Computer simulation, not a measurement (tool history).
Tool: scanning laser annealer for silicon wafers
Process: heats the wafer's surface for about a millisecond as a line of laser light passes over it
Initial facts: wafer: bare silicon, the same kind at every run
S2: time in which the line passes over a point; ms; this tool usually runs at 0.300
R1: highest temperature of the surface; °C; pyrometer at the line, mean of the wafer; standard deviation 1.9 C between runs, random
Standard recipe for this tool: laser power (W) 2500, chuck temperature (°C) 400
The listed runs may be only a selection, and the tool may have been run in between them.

{"run": 1, "hour": 0.0, "laser power (W)": 2500, "S2": 0.3, "chuck temperature (°C)": 400, "R1": 1083}
{"run": 2, "hour": 34.5, "laser power (W)": 2500, "S2": 0.3, "chuck temperature (°C)": 400, "R1": 1082}
{"run": 3, "hour": 57.0, "laser power (W)": 2354, "S2": 0.3, "chuck temperature (°C)": 400, "R1": 1031}
{"run": 4, "hour": 100.9, "laser power (W)": 2716, "S2": 0.3, "chuck temperature (°C)": 400, "R1": 1158}
{"run": 5, "hour": 139.3, "laser power (W)": 2716, "S2": 0.3, "chuck temperature (°C)": 400, "R1": 1155}
{"run": 6, "hour": 183.5, "laser power (W)": 2500, "S2": 0.3, "chuck temperature (°C)": 400, "R1": 1079}
{"run": 7, "hour": 206.9, "laser power (W)": 2500, "S2": 0.3, "chuck temperature (°C)": 400, "R1": 1077}
{"run": 8, "hour": 230.8, "laser power (W)": 2500, "S2": 0.3, "chuck temperature (°C)": 400, "R1": 1075}
{"run": 9, "hour": 267.5, "laser power (W)": 2146, "S2": 0.3, "chuck temperature (°C)": 400, "R1": 953}
{"run": 10, "hour": 296.6, "laser power (W)": 2146, "S2": 0.3, "chuck temperature (°C)": 400, "R1": 952}
{"run": 11, "hour": 324.7, "laser power (W)": 2146, "S2": 0.3, "chuck temperature (°C)": 400, "R1": 951}
{"run": 12, "hour": 346.8, "laser power (W)": 2146, "S2": 0.3, "chuck temperature (°C)": 400, "R1": 950}
{"run": 13, "hour": 386.4, "laser power (W)": 2500, "S2": 0.272, "chuck temperature (°C)": 400, "R1": 1038}
{"run": 14, "hour": 412.1, "laser power (W)": 2377, "S2": 0.272, "chuck temperature (°C)": 400, "R1": 997}
{"run": 15, "hour": 432.4, "laser power (W)": 2377, "S2": 0.272, "chuck temperature (°C)": 400, "R1": 996}
{"run": 16, "hour": 457.0, "laser power (W)": 2500, "S2": 0.3, "chuck temperature (°C)": 400, "R1": 1064}
{"run": 17, "hour": 504.2, "laser power (W)": 2500, "S2": 0.3, "chuck temperature (°C)": 400, "R1": 1065}
{"run": 18, "hour": 538.1, "laser power (W)": 2500, "S2": 0.3, "chuck temperature (°C)": 400, "R1": 1063}
{"hour": 545.4, "done": "optics aligned, line set to its width"}
{"run": 19, "hour": 580.6, "laser power (W)": 2500, "S2": 0.3, "chuck temperature (°C)": 400, "R1": 1089}
{"run": 20, "hour": 604.5, "laser power (W)": 2153, "S2": 0.3, "chuck temperature (°C)": 400, "R1": 964}
{"run": 21, "hour": 651.5, "laser power (W)": 2270, "S2": 0.297, "chuck temperature (°C)": 379, "R1": 978}
{"run": 22, "hour": 699.0, "laser power (W)": 2270, "S2": 0.297, "chuck temperature (°C)": 360, "R1": 957}
{"hour": 744.8, "done": "window over the wafer cleaned"}
{"run": 23, "hour": 748.5, "laser power (W)": 2500, "S2": 0.278, "chuck temperature (°C)": 434, "R1": 1122}
{"run": 24, "hour": 774.1, "laser power (W)": 2300, "S2": 0.214, "chuck temperature (°C)": 437, "R1": 974}
{"run": 25, "hour": 806.0, "laser power (W)": 2300, "S2": 0.214, "chuck temperature (°C)": 437, "R1": 975}
{"run": 26, "hour": 836.1, "laser power (W)": 2199, "S2": 0.252, "chuck temperature (°C)": 363, "R1": 913}
{"run": 27, "hour": 883.6, "laser power (W)": 2199, "S2": 0.252, "chuck temperature (°C)": 363, "R1": 913}
{"run": 28, "hour": 930.3, "laser power (W)": 2239, "S2": 0.33, "chuck temperature (°C)": 363, "R1": 1008}
{"run": 29, "hour": 965.3, "laser power (W)": 2239, "S2": 0.33, "chuck temperature (°C)": 423, "R1": 1064}
{"run": 30, "hour": 998.3, "laser power (W)": 2531, "S2": 0.33, "chuck temperature (°C)": 423, "R1": 1178}
{"run": 31, "hour": 1033.9, "laser power (W)": 2531, "S2": 0.33, "chuck temperature (°C)": 423, "R1": 1171}
{"run": 32, "hour": 1074.4, "laser power (W)": 2558, "S2": 0.274, "chuck temperature (°C)": 409, "R1": 1099}
{"run": 33, "hour": 1105.0, "laser power (W)": 2277, "S2": 0.274, "chuck temperature (°C)": 409, "R1": 1000}
{"run": 34, "hour": 1149.0, "laser power (W)": 2277, "S2": 0.274, "chuck temperature (°C)": 368, "R1": 958}
{"run": 35, "hour": 1187.9, "laser power (W)": 2331, "S2": 0.297, "chuck temperature (°C)": 400, "R1": 1030}
{"run": 36, "hour": 1217.8, "laser power (W)": 2331, "S2": 0.297, "chuck temperature (°C)": 400, "R1": 1031}
{"run": 37, "hour": 1239.2, "laser power (W)": 2409, "S2": 0.3, "chuck temperature (°C)": 435, "R1": 1094}
{"run": 38, "hour": 1263.8, "laser power (W)": 2500, "S2": 0.3, "chuck temperature (°C)": 383, "R1": 1072}
{"run": 39, "hour": 1302.2, "laser power (W)": 2500, "S2": 0.3, "chuck temperature (°C)": 383, "R1": 1077}
{"run": 40, "hour": 1349.7, "laser power (W)": 2701, "S2": 0.371, "chuck temperature (°C)": 399, "R1": 1250}

Here are 4 independent what-if runs from the current tool condition. What would each one return?
{"run": "A", "hour": 1374.5, "laser power (W)": 2453, "S2": 0.289, "chuck temperature (°C)": 371, "R1": "?"}
{"run": "B", "hour": 1374.5, "laser power (W)": 2701, "S2": 0.371, "chuck temperature (°C)": 416, "R1": "?"}
{"run": "C", "hour": 1374.5, "laser power (W)": 2701, "S2": 0.371, "chuck temperature (°C)": 402, "R1": "?"}
{"run": "D", "hour": 1374.5, "laser power (W)": 2701, "S2": 0.289, "chuck temperature (°C)": 425, "R1": "?"}

run=A R1=1031
run=B R1=1263
run=C R1=1249
run=D R1=1169
What these runs would have given with no unlogged condition in the tool:
run=A R1=1058
run=B R1=1297
run=C R1=1284
run=D R1=1199
